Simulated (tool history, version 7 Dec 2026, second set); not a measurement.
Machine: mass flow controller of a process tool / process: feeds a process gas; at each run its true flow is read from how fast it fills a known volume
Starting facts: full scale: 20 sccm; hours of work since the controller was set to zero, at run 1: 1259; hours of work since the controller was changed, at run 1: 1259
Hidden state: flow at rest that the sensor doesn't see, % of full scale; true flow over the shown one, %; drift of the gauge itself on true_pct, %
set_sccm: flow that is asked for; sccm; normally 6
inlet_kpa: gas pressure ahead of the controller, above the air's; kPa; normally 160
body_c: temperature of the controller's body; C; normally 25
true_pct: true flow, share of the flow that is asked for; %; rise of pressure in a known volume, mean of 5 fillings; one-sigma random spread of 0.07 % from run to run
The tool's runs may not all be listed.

| run | hour | set_sccm | inlet_kpa | body_c | hours of work since the controller was set to zero | hours of work since the controller was changed | true_pct |
|---|---|---|---|---|---|---|---|
| 1 | 0.0 | 6 | 160 | 25 | 1259 | 1259 | 97.36 |
| 2 | 120.1 | 6 | 160 | 25 | 1305 | 1305 | 97.56 |
| 3 | 268.0 | 6 | 160 | 25 | 1362 | 1362 | 97.66 |
| 4 | 486.4 | 6 | 160 | 25 | 1447 | 1447 | 97.75 |
| 5 | 726.5 | 6 | 160 | 25 | 1539 | 1539 | 98.00 |
| 6 | 841.4 | 6 | 160 | 25 | 1584 | 1584 | 97.99 |
| 7 | 997.6 | 6 | 160 | 25 | 1644 | 1644 | 98.00 |
| 8 | 1136.2 | 6 | 160 | 25 | 1697 | 1697 | 98.07 |
| 9 | 1394.0 | 6 | 160 | 25 | 1797 | 1797 | 98.26 |
| 10 | 1521.3 | 6 | 160 | 25 | 1846 | 1846 | 98.38 |
| 11 | 1637.6 | 6 | 249 | 25 | 1891 | 1891 | 99.07 |
| 12 | 1744.6 | 6 | 249 | 25 | 1932 | 1932 | 99.30 |
| 13 | 1920.8 | 6 | 249 | 35 | 2000 | 2000 | 99.75 |
| 14 | 2137.5 | 6 | 249 | 35 | 2084 | 2084 | 99.92 |
| 15 | 2287.3 | 6 | 249 | 35 | 2142 | 2142 | 99.98 |
| 16 | 2432.2 | 6 | 249 | 35 | 2198 | 2198 | 100.05 |
| 17 | 2548.0 | 6 | 182 | 35 | 2243 | 2243 | 99.65 |
| 18 | 2746.4 | 6 | 188 | 35 | 2319 | 2319 | 99.79 |
| 19 | 2939.5 | 6 | 188 | 35 | 2394 | 2394 | 100.11 |
| 20 | 3059.8 | 2 | 188 | 35 | 2440 | 2440 | 99.30 |
| 21 | 3198.6 | 2 | 188 | 35 | 2494 | 2494 | 99.44 |
| 22 | 3406.1 | 6 | 160 | 25 | 2574 | 2574 | 99.68 |
|  | 3506.0 | gauge calibrated |
| 23 | 3651.1 | 6 | 160 | 25 | 2669 | 2669 | 97.45 |
| 24 | 3763.8 | 6 | 160 | 25 | 2712 | 2712 | 97.62 |
| 25 | 3993.4 | 6 | 160 | 25 | 2801 | 2801 | 97.71 |
| 26 | 4203.3 | 7 | 160 | 27 | 2882 | 2882 | 98.17 |
| 27 | 4321.0 | 13 | 198 | 27 | 2927 | 2927 | 99.48 |
| 28 | 4547.4 | 13 | 198 | 27 | 3015 | 3015 | 99.59 |
| 29 | 4745.1 | 4 | 160 | 25 | 3091 | 3091 | 97.80 |
| 30 | 4940.2 | 5 | 168 | 32 | 3167 | 3167 | 98.40 |
| 31 | 5178.6 | 5 | 168 | 32 | 3259 | 3259 | 98.69 |
| 32 | 5328.9 | 5 | 168 | 32 | 3317 | 3317 | 98.72 |
| 33 | 5506.8 | 5 | 168 | 32 | 3385 | 3385 | 98.76 |
| 34 | 5678.0 | 17 | 262 | 27 | 3451 | 3451 | 101.64 |
| 35 | 5938.6 | 17 | 262 | 27 | 3552 | 3552 | 101.74 |
| 36 | 6086.2 | 6 | 242 | 34 | 3609 | 3609 | 100.20 |
| 37 | 6235.3 | 6 | 242 | 34 | 3667 | 3667 | 100.15 |
| 38 | 6384.6 | 6 | 242 | 34 | 3724 | 3724 | 100.37 |
| 39 | 6571.9 | 8 | 238 | 28 | 3797 | 3797 | 100.54 |
| 40 | 6823.6 | 8 | 238 | 28 | 3894 | 3894 | 100.69 |
| 41 | 7054.8 | 2 | 238 | 22 | 3983 | 3983 | 99.57 |
| 42 | 7204.3 | 2 | 238 | 22 | 4041 | 4041 | 99.55 |
| 43 | 7373.4 | 6 | 173 | 25 | 4106 | 4106 | 100.04 |
| 44 | 7514.5 | 6 | 173 | 25 | 4161 | 4161 | 99.98 |
| 45 | 7780.0 | 8 | 242 | 25 | 4263 | 4263 | 101.17 |
| 46 | 8014.5 | 3 | 242 | 21 | 4354 | 4354 | 100.35 |
| 47 | 8163.4 | 5 | 160 | 25 | 4411 | 4411 | 100.34 |
| 48 | 8405.4 | 5 | 160 | 25 | 4505 | 4505 | 100.48 |
| 49 | 8549.6 | 9 | 250 | 22 | 4560 | 4560 | 101.76 |
| 50 | 8678.6 | 9 | 250 | 22 | 4610 | 4610 | 102.00 |

3 options for the next run, each taken on its own from the tool as it stands now. Forecast them:
| A | 8846.7 | 4 | 160 | 29 | 4675 | 4675 | ? |
| B | 8846.7 | 9 | 157 | 21 | 4675 | 4675 | ? |
| C | 8846.7 | 9 | 267 | 23 | 4675 | 4675 | ? |

| run | true_pct |
|---|---|
| A | 100.64 |
| B | 101.20 |
| C | 102.18 |
With no hidden state in the tool, these same runs would have given:
| run | true_pct |
|---|---|
| A | 97.12 |
| B | 97.66 |
| C | 98.61 |
